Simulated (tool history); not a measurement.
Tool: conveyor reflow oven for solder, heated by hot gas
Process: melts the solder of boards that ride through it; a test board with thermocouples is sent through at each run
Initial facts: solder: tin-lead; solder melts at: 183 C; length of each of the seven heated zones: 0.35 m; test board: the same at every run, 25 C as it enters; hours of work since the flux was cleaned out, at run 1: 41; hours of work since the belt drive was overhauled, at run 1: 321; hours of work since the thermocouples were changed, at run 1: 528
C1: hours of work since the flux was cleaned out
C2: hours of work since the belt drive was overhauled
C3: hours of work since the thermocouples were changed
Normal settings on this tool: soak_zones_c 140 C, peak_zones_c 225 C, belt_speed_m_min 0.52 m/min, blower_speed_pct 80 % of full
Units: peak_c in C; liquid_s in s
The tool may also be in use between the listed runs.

Run 1, hour 0: usual settings; C1 41; C2 321; C3 528. Result: peak_c 215.6 C, liquid_s 62 s.
Run 2, hour 15.9: usual settings; C1 48; C2 328; C3 535. Result: peak_c 215.7 C, liquid_s 62 s.
Run 3, hour 29.6: usual settings; C1 54; C2 334; C3 541. Result: peak_c 215.6 C, liquid_s 62.1 s.
Run 4, hour 43: usual settings but soak_zones_c 135 C; C1 60; C2 340; C3 547. Result: peak_c 215.1 C, liquid_s 59.7 s.
Run 5, hour 61.8: usual settings but soak_zones_c 135 C; C1 68; C2 348; C3 555. Result: peak_c 215 C, liquid_s 59.5 s.
Run 6, hour 80.3: usual settings but soak_zones_c 135 C, belt_speed_m_min 0.594 m/min; C1 76; C2 356; C3 563. Result: peak_c 211.8 C, liquid_s 48.8 s.
Run 7, hour 94.8: usual settings but soak_zones_c 145 C, belt_speed_m_min 0.594 m/min; C1 82; C2 362; C3 569. Result: peak_c 213.4 C, liquid_s 53.3 s.
Run 8, hour 115.8: usual settings but peak_zones_c 236 C; C1 91; C2 371; C3 578. Result: peak_c 225.7 C, liquid_s 68.5 s.
Run 9, hour 139.6: usual settings but peak_zones_c 236 C; C1 101; C2 381; C3 588. Result: peak_c 225.6 C, liquid_s 68.2 s.
Run 10, hour 159.5: usual settings but peak_zones_c 236 C; C1 110; C2 390; C3 597. Result: peak_c 225.5 C, liquid_s 68.3 s.
Run 11, hour 184.6: usual settings; C1 121; C2 401; C3 608. Result: peak_c 215.5 C, liquid_s 62 s.
Run 12, hour 216.5: usual settings; C1 135; C2 415; C3 622. Result: peak_c 215.6 C, liquid_s 61.9 s.
Run 13, hour 238.2: usual settings but belt_speed_m_min 0.608 m/min; C1 144; C2 424; C3 631. Result: peak_c 212 C, liquid_s 49.2 s.
Run 14, hour 264.5: usual settings but belt_speed_m_min 0.608 m/min; C1 155; C2 435; C3 643. Result: peak_c 212.1 C, liquid_s 49.1 s.
Run 15, hour 280.7: usual settings; C1 162; C2 442; C3 650. Result: peak_c 215.7 C, liquid_s 61.8 s.
Run 16, hour 309.7: usual settings but soak_zones_c 129 C, blower_speed_pct 61 % of full; C1 175; C2 455; C3 662. Result: peak_c 209.1 C, liquid_s 50.2 s.
Run 17, hour 327.2: usual settings but soak_zones_c 130 C, peak_zones_c 214 C, belt_speed_m_min 0.428 m/min; C1 183; C2 463; C3 670. Result: peak_c 207.9 C, liquid_s 66.8 s.
Run 18, hour 357.6: usual settings but peak_zones_c 231 C, blower_speed_pct 85 % of full; C1 196; C2 476; C3 683. Result: peak_c 222 C, liquid_s 66.6 s.
Run 19, hour 379.3: usual settings but peak_zones_c 231 C, blower_speed_pct 85 % of full; C1 205; C2 485; C3 692. Result: peak_c 222 C, liquid_s 66.6 s.

Estimate the outcome of run 20 from the log above:
At hour 402.8: flux residue cleaned out of gas plates and filters.
Run 20, hour 403.9: usual settings but peak_zones_c 231 C, blower_speed_pct 85 % of full; C1 0; C2 494; C3 701. Result: peak_c ?, liquid_s ?.

Run 20 produced peak_c 222.1 C, liquid_s 66.5 s.
With the hidden condition absent and the run-to-run variation left alone, this run would have shown peak_c 222.1 C, liquid_s 66.5 s.

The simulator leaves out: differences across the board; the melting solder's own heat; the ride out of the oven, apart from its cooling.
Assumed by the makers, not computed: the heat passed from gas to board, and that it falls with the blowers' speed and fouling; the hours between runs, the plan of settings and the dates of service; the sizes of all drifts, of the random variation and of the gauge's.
